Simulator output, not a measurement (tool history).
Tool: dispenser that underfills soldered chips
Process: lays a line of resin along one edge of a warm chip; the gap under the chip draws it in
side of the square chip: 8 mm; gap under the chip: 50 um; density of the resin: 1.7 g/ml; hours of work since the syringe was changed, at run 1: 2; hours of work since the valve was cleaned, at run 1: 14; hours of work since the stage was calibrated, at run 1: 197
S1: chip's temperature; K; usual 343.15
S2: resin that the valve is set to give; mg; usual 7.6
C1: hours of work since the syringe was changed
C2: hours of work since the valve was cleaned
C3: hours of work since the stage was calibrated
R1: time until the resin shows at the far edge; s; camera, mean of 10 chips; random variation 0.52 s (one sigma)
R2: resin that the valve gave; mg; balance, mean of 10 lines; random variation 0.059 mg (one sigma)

run 1 hour=0 | S1=343.15 S2=7.6 | C1=2 C2=14 C3=197 | R1=49.2 R2=7.58
run 2 hour=7.3 | S1=343.15 S2=7.6 | C1=6 C2=19 C3=202 | R1=63 R2=7.42
-- hour=9.5 new syringe of resin
run 3 hour=13.2 | S1=343.15 S2=7.6 | C1=2 C2=22 C3=205 | R1=51.5 R2=7.48
run 4 hour=18.1 | S1=343.15 S2=7.6 | C1=5 C2=25 C3=208 | R1=62.5 R2=7.54
-- hour=21.2 new syringe of resin
run 5 hour=24.6 | S1=343.15 S2=7.6 | C1=2 C2=29 C3=212 | R1=51.6 R2=7.45
run 6 hour=29.9 | S1=354.15 S2=7.6 | C1=6 C2=32 C3=216 | R1=43.8 R2=7.4
-- hour=33.3 new syringe of resin
run 7 hour=37.2 | S1=354.15 S2=7.6 | C1=2 C2=37 C3=220 | R1=35.9 R2=7.45
run 8 hour=42.4 | S1=343.15 S2=9.3 | C1=6 C2=40 C3=223 | R1=61.6 R2=8.98
-- hour=45.1 new syringe of resin
run 9 hour=50.9 | S1=344.15 S2=9.3 | C1=4 C2=45 C3=229 | R1=51.9 R2=8.93
run 10 hour=55 | S1=343.15 S2=7.6 | C1=6 C2=48 C3=231 | R1=63.8 R2=7.37
-- hour=57.1 new syringe of resin
run 11 hour=63.1 | S1=343.15 S2=7.6 | C1=4 C2=53 C3=236 | R1=55.4 R2=7.35
run 12 hour=67.8 | S1=343.15 S2=7.6 | C1=7 C2=56 C3=239 | R1=65.8 R2=7.25
-- hour=69 new syringe of resin
run 13 hour=76.2 | S1=345.15 S2=7.46 | C1=5 C2=61 C3=244 | R1=55.2 R2=7.12
-- hour=80.7 new syringe of resin
run 14 hour=82.9 | S1=329.15 S2=7.03 | C1=1 C2=65 C3=248 | R1=82.7 R2=6.71
run 15 hour=89.5 | S1=346.15 S2=7.77 | C1=6 C2=69 C3=252 | R1=55.3 R2=7.35
-- hour=92.5 new syringe of resin
run 16 hour=96.3 | S1=337.15 S2=8.75 | C1=2 C2=73 C3=256 | R1=61.3 R2=8.32

Run 17 comes next. What will it give?
run 17 hour=100.2 | S1=343.15 S2=9.34 | C1=5 C2=75 C3=259 | R1=? R2=?

Run 17 gave R1 57.5 s, R2 8.75 mg.
Without the tool's hidden state the same run would have given R1 41.9 s, R2 9.28 mg.
